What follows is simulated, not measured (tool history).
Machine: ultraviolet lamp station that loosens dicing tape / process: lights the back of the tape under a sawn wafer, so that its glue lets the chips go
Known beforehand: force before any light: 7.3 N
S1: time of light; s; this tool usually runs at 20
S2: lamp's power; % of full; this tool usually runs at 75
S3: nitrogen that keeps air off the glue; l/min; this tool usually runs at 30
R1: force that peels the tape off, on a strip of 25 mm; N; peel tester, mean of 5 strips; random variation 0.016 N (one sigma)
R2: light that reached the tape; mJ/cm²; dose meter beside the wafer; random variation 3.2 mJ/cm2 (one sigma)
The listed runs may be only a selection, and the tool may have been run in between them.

| run | hour | S1 | S2 | S3 | R1 | R2 |
|---|---|---|---|---|---|---|
| 1 | 0.0 | 20 | 75 | 30 | 1.200 | 395 |
| 2 | 27.6 | 20 | 75 | 30 | 1.198 | 390 |
| 3 | 71.8 | 20 | 75 | 30 | 1.223 | 392 |
| 4 | 131.3 | 20 | 75 | 30 | 1.229 | 380 |
| 5 | 191.6 | 20 | 75 | 30 | 1.307 | 381 |
| 6 | 233.6 | 20 | 75 | 30 | 1.295 | 372 |
| 7 | 276.9 | 20 | 75 | 30 | 1.323 | 371 |
| 8 | 312.8 | 20 | 73 | 30 | 1.392 | 354 |
| 9 | 372.9 | 20 | 81 | 30 | 1.221 | 389 |
| 10 | 405.8 | 20 | 81 | 30 | 1.242 | 386 |
| 11 | 459.1 | 11 | 81 | 19 | 3.198 | 210 |
|  | 497.7 | lamp changed |
|  | 508.7 | window cleaned of glue's vapour |
| 12 | 510.4 | 11 | 81 | 19 | 2.274 | 294 |
| 13 | 564.6 | 20 | 75 | 12 | 1.461 | 488 |
| 14 | 591.0 | 20 | 75 | 12 | 1.485 | 483 |

4 ways to go on from here, each from the tool as it stands after run 14. What would each give?
| A | 649.0 | 20 | 82 | 15 | ? | ? |
| B | 649.0 | 30 | 75 | 12 | ? | ? |
| C | 649.0 | 21 | 76 | 27 | ? | ? |
| D | 649.0 | 20 | 75 | 20 | ? | ? |

| run | R1 | R2 |
|---|---|---|
| A | 1.125 | 520 |
| B | 0.744 | 713 |
| C | 0.793 | 507 |
| D | 1.047 | 480 |
With no hidden state in the tool, these same runs would have given:
| run | R1 | R2 |
|---|---|---|
| A | 1.052 | 541 |
| B | 0.689 | 741 |
| C | 0.735 | 527 |
| D | 0.978 | 499 |

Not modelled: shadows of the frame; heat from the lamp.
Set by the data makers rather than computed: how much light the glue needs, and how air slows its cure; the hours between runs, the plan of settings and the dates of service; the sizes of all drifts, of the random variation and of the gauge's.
